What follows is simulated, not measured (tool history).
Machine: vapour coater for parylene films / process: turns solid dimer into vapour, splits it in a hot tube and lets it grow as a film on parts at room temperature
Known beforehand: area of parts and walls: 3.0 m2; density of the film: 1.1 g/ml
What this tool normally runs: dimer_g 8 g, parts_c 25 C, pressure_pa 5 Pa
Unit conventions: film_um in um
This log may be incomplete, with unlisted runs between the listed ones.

run     day  dimer_g  parts_c  pressure_pa  film_um
  1       0        8       25            5     1.69
  2   2.179        8       25            5      1.7
  3     3.7        8       25            5     1.69
  4   5.825        8       25            5     1.68
  5   7.608        8       25            5      1.7
  6   9.912        8       25            5     1.68
  7    11.3        8       25            5     1.67
  8  12.975        8       25            5     1.68
  9  14.354        8       25            5     1.66
 10  16.312        8       25            5     1.67
 11  18.371        8       25            5     1.67
 12  20.204        8       27            5     1.55
 13  21.829        8       25            5     1.65
     23.383  -- table's thermometer calibrated
 14   24.45        8       25            5     1.57
 15  25.617        8       18            5      1.9
 16  28.042        8       18            5      1.9
 17  29.667        8       25            5     1.56
 18  31.029        8       25            5     1.57
 19  32.929        8       31            5     1.32
     33.704  -- trap's valve overhauled
 20  35.267        8       31            5      1.5
 21  37.304        8       31            5     1.46
 22  39.796        8       31            5      1.5
 23  42.042        8       31            5     1.46
 24    44.1        8       31            5     1.48
 25  45.762        3       23         7.16     0.65
 26  47.729        3       23         7.16     0.65
 27  50.221        6       23         10.6     1.17
 28  51.638        6       23         10.6      1.2
 29   53.35        3       28          2.4     0.66
 30  54.925        3       26          2.4      0.7
 31  56.371        3       26          2.4     0.69
 32  58.154        3       26          2.4     0.71
 33  59.583        3       25         4.93     0.63
 34  62.142        5       34         4.93     0.84
 35    64.1        8       25          5.6     1.64
 36  65.238        8       32         8.38     1.26
 37  67.779        5       25        10.19     0.91
 38  69.675        8       35        11.96      1.1
 39  72.321        5       17        11.61     1.11
 40    73.9       10       25         2.15     2.38
 41  75.992       12       25            5     2.47
 42  77.758       12       25            5     2.45
 43  79.521        9       18         2.43     2.44
 44  81.533       12       27         6.76     2.21
 45  82.842       12       27         6.76     2.21

Alternative continuations, all from the tool just after run 45; predict every row:
  A  84.446        8       27         6.76        ?
  B  84.446        8       25         2.18        ?
  C  84.446        8       30            5        ?
  D  84.446        8       24            5        ?

run  film_um
  A     1.46
  B     1.88
  C     1.42
  D     1.66
Without the tool's unlogged condition, the same runs would have read:
run  film_um
  A     1.56
  B     2.01
  C     1.52
  D     1.78
